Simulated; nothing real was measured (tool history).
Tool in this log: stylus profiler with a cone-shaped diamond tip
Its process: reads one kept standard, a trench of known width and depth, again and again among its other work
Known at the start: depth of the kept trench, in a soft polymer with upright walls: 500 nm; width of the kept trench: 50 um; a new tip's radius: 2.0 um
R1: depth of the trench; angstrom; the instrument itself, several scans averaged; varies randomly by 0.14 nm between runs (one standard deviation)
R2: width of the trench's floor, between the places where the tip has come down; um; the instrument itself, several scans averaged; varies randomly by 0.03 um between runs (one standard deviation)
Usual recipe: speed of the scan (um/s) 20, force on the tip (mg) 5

run 1 hour=0 | speed_of_the_scan_(um/s)=20 force_on_the_tip_(mg)=5 | R1=5065.5 R2=47.25
run 2 hour=25.4 | speed_of_the_scan_(um/s)=20 force_on_the_tip_(mg)=5 | R1=5066.2 R2=47.23
run 3 hour=52.9 | speed_of_the_scan_(um/s)=20 force_on_the_tip_(mg)=5 | R1=5068 R2=47.24
run 4 hour=88.9 | speed_of_the_scan_(um/s)=20 force_on_the_tip_(mg)=5 | R1=5067.1 R2=47.25
run 5 hour=115.9 | speed_of_the_scan_(um/s)=20 force_on_the_tip_(mg)=5 | R1=5067 R2=47.23
run 6 hour=153.2 | speed_of_the_scan_(um/s)=29 force_on_the_tip_(mg)=5 | R1=5069.3 R2=47.18
run 7 hour=193.3 | speed_of_the_scan_(um/s)=20 force_on_the_tip_(mg)=5 | R1=5068.3 R2=47.21
run 8 hour=244.7 | speed_of_the_scan_(um/s)=5 force_on_the_tip_(mg)=5 | R1=5066.7 R2=47.28
run 9 hour=275 | speed_of_the_scan_(um/s)=20 force_on_the_tip_(mg)=5 | R1=5069.1 R2=47.21
run 10 hour=314.8 | speed_of_the_scan_(um/s)=20 force_on_the_tip_(mg)=6.69 | R1=5082.4 R2=47.2
run 11 hour=344.1 | speed_of_the_scan_(um/s)=20 force_on_the_tip_(mg)=6.69 | R1=5084.9 R2=47.15
run 12 hour=371 | speed_of_the_scan_(um/s)=20 force_on_the_tip_(mg)=10.33 | R1=5111.2 R2=47.19
run 13 hour=421.2 | speed_of_the_scan_(um/s)=20 force_on_the_tip_(mg)=10.33 | R1=5109.9 R2=47.18
run 14 hour=464.5 | speed_of_the_scan_(um/s)=5 force_on_the_tip_(mg)=3.2 | R1=5052.5 R2=47.16
run 15 hour=494.4 | speed_of_the_scan_(um/s)=33 force_on_the_tip_(mg)=4.18 | R1=5058.8 R2=47.17
run 16 hour=533.3 | speed_of_the_scan_(um/s)=5 force_on_the_tip_(mg)=2.81 | R1=5045.5 R2=47.12
run 17 hour=573.6 | speed_of_the_scan_(um/s)=19 force_on_the_tip_(mg)=6.99 | R1=5084.7 R2=47.16
run 18 hour=619.1 | speed_of_the_scan_(um/s)=19 force_on_the_tip_(mg)=6.99 | R1=5085.1 R2=47.15
run 19 hour=655.5 | speed_of_the_scan_(um/s)=19 force_on_the_tip_(mg)=5.1 | R1=5067.7 R2=47.08

Taken out of this log: 2 entries between the listed runs. Where each belongs, and how the hidden state differs across it:
From run 8 to run 9: height scale calibrated on a step standard (hour 248.6)
  radius of the tip, um: 2.16 -> 2.17; height scale over the true one, %: 0.039 -> 0.066
  the result without the hidden state subtracted from the measured one, R1: +2 -> +3.3 angstrom; R2: -0.12 -> -0.13 um
From run 13 to run 14: height scale calibrated on a step standard, once more (hour 464.5)
  radius of the tip, um: 2.22 -> 2.24; height scale over the true one, %: 0.077 -> 0.05
  the result without the hidden state subtracted from the measured one, R1: +4 -> +2.5 angstrom; R2: -0.16 -> -0.18 um
